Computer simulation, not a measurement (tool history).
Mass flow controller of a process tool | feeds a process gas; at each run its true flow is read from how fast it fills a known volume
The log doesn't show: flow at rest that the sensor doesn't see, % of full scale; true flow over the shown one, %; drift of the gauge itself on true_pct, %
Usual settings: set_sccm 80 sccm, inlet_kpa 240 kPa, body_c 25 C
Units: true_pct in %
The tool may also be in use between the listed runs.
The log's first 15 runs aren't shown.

run	hour	set_sccm	inlet_kpa	body_c	hours of work since the controller was set to zero	hours of work since the controller was changed	true_pct
16	829.4	80	240	26	140	1539	98.02
17	908.2	80	240	35	195	1594	97.43
18	957.9	80	240	35	230	1629	97.40
# hour 963.5: controller's zero set anew, once more
19	1034.4	80	240	25	50	1682	98.65
20	1106.7	78	240	25	101	1733	98.55
21	1153.1	40	240	24	133	1766	97.35
22	1221.3	34	143	24	181	1813	97.22
23	1265.2	34	143	24	212	1844	97.13
24	1323.2	22	151	25	253	1885	96.49
25	1374.9	22	151	25	289	1921	96.57
26	1456.3	80	271	26	346	1979	98.30
27	1493.3	17	240	27	372	2005	95.77
28	1548.7	69	240	33	411	2043	97.41
29	1581.4	62	162	24	434	2066	98.31
30	1621.0	75	180	21	462	2094	98.96
31	1663.6	80	266	25	492	2124	98.39
32	1744.4	80	266	25	548	2181	98.39
33	1798.3	80	266	25	586	2219	98.32
34	1847.8	11	279	39	621	2253	93.89
35	1902.6	80	240	21	659	2292	98.70
36	1939.3	14	215	32	685	2318	94.76
37	2014.1	14	215	32	738	2370	94.75
38	2065.5	14	215	32	774	2406	94.61
39	2101.6	80	157	25	799	2432	98.49

Forecast each of these 4 alternatives for the next run:
A	2179.7	80	143	26	854	2486	?
B	2179.7	80	157	21	854	2486	?
C	2179.7	80	157	29	854	2486	?
D	2179.7	25	269	21	854	2486	?

run	true_pct
A	98.45
B	98.82
C	98.15
D	96.05
Without the tool's hidden state the same runs would have given:
run	true_pct
A	99.34
B	99.71
C	99.05
D	97.41
